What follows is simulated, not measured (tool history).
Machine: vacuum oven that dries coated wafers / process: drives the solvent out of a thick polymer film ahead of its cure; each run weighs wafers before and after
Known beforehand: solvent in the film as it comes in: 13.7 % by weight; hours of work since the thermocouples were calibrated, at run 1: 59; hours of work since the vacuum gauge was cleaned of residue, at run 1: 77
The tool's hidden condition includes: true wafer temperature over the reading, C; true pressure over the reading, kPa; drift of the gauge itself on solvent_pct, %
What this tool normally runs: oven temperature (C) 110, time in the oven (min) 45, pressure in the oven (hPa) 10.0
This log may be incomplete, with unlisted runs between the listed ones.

| run | hour | oven temperature (C) | time in the oven (min) | pressure in the oven (hPa) | hours of work since the thermocouples were calibrated | hours of work since the vacuum gauge was cleaned of residue | solvent left in the film (%) |
|---|---|---|---|---|---|---|---|
| 1 | 0.0 | 110 | 45 | 10.0 | 59 | 77 | 3.05 |
| 2 | 21.3 | 110 | 45 | 10.0 | 68 | 86 | 2.90 |
| 3 | 37.1 | 110 | 45 | 10.0 | 74 | 93 | 2.99 |
| 4 | 61.1 | 110 | 45 | 10.0 | 85 | 103 | 2.98 |
| 5 | 80.5 | 110 | 45 | 24.3 | 93 | 111 | 4.63 |
| 6 | 96.7 | 110 | 45 | 24.3 | 100 | 118 | 4.83 |
| 7 | 114.0 | 110 | 45 | 24.3 | 107 | 125 | 4.80 |
| 8 | 124.3 | 110 | 45 | 10.0 | 111 | 130 | 2.98 |
| 9 | 143.6 | 110 | 45 | 10.0 | 119 | 138 | 2.91 |
| 10 | 164.8 | 110 | 45 | 10.0 | 128 | 147 | 2.99 |
| 11 | 188.2 | 110 | 45 | 10.0 | 138 | 157 | 3.09 |
| 12 | 210.2 | 110 | 45 | 10.0 | 148 | 166 | 3.04 |
| 13 | 220.9 | 110 | 45 | 11.9 | 152 | 170 | 3.30 |
| 14 | 231.1 | 110 | 45 | 11.9 | 157 | 175 | 3.25 |
| 15 | 254.1 | 110 | 45 | 11.9 | 166 | 184 | 3.28 |
| 16 | 270.2 | 110 | 45 | 11.9 | 173 | 191 | 3.29 |
| 17 | 284.4 | 110 | 45 | 10.0 | 179 | 197 | 3.00 |
| 18 | 297.6 | 110 | 45 | 10.0 | 185 | 203 | 3.03 |
| 19 | 309.9 | 110 | 45 | 10.0 | 190 | 208 | 2.99 |
| 20 | 329.3 | 110 | 45 | 10.0 | 198 | 216 | 3.14 |
| 21 | 348.7 | 110 | 45 | 10.0 | 206 | 225 | 3.09 |
| 22 | 364.3 | 110 | 45 | 10.0 | 213 | 231 | 3.14 |
| 23 | 381.7 | 110 | 41 | 10.0 | 220 | 238 | 3.33 |
| 24 | 399.5 | 104 | 26 | 10.0 | 228 | 246 | 6.54 |
| 25 | 413.3 | 99 | 45 | 10.0 | 234 | 252 | 6.01 |
| 26 | 426.2 | 97 | 37 | 9.0 | 239 | 257 | 7.12 |
| 27 | 440.8 | 98 | 55 | 30.5 | 245 | 263 | 8.52 |
| 28 | 454.4 | 110 | 45 | 9.9 | 251 | 269 | 3.04 |
| 29 | 468.1 | 98 | 66 | 6.4 | 257 | 275 | 4.41 |
| 30 | 478.3 | 110 | 37 | 30.6 | 261 | 279 | 5.98 |
| 31 | 499.6 | 110 | 37 | 30.6 | 270 | 288 | 5.96 |
| 32 | 523.5 | 110 | 37 | 30.6 | 280 | 298 | 6.03 |
| 33 | 534.9 | 117 | 66 | 10.6 | 285 | 303 | 1.35 |
| 34 | 545.3 | 104 | 57 | 10.2 | 289 | 308 | 3.93 |
| 35 | 569.5 | 102 | 77 | 10.0 | 300 | 318 | 3.52 |
| 36 | 589.3 | 110 | 40 | 6.5 | 308 | 326 | 3.03 |
| 37 | 604.4 | 110 | 40 | 6.5 | 314 | 333 | 3.10 |
| 38 | 626.3 | 110 | 27 | 27.3 | 324 | 342 | 6.52 |
| 39 | 642.2 | 109 | 25 | 30.9 | 330 | 349 | 7.45 |
| 40 | 658.7 | 109 | 25 | 30.9 | 337 | 356 | 7.49 |
| 41 | 672.7 | 109 | 25 | 30.9 | 343 | 362 | 7.52 |
| 42 | 693.9 | 109 | 25 | 30.9 | 352 | 371 | 7.48 |
| 43 | 703.6 | 109 | 25 | 30.9 | 356 | 375 | 7.54 |
| 44 | 717.6 | 110 | 29 | 19.0 | 362 | 381 | 5.68 |
| 45 | 728.9 | 108 | 48 | 9.6 | 367 | 385 | 3.41 |
| 46 | 746.1 | 107 | 65 | 8.2 | 374 | 393 | 2.56 |

Alternative continuations, all from the tool just after run 46; predict every row:
| A | 756.6 | 110 | 52 | 13.9 | 379 | 397 | ? |
| B | 756.6 | 106 | 53 | 14.7 | 379 | 397 | ? |
| C | 756.6 | 116 | 30 | 29.6 | 379 | 397 | ? |
| D | 756.6 | 107 | 37 | 8.2 | 379 | 397 | ? |
| E | 756.6 | 97 | 34 | 8.2 | 379 | 397 | ? |

| run | solvent left in the film (%) |
|---|---|
| A | 3.30 |
| B | 4.13 |
| C | 4.99 |
| D | 4.53 |
| E | 7.49 |
With no hidden state in the tool, these same runs would have given:
| run | solvent left in the film (%) |
|---|---|
| A | 3.01 |
| B | 3.80 |
| C | 4.67 |
| D | 4.18 |
| E | 7.16 |
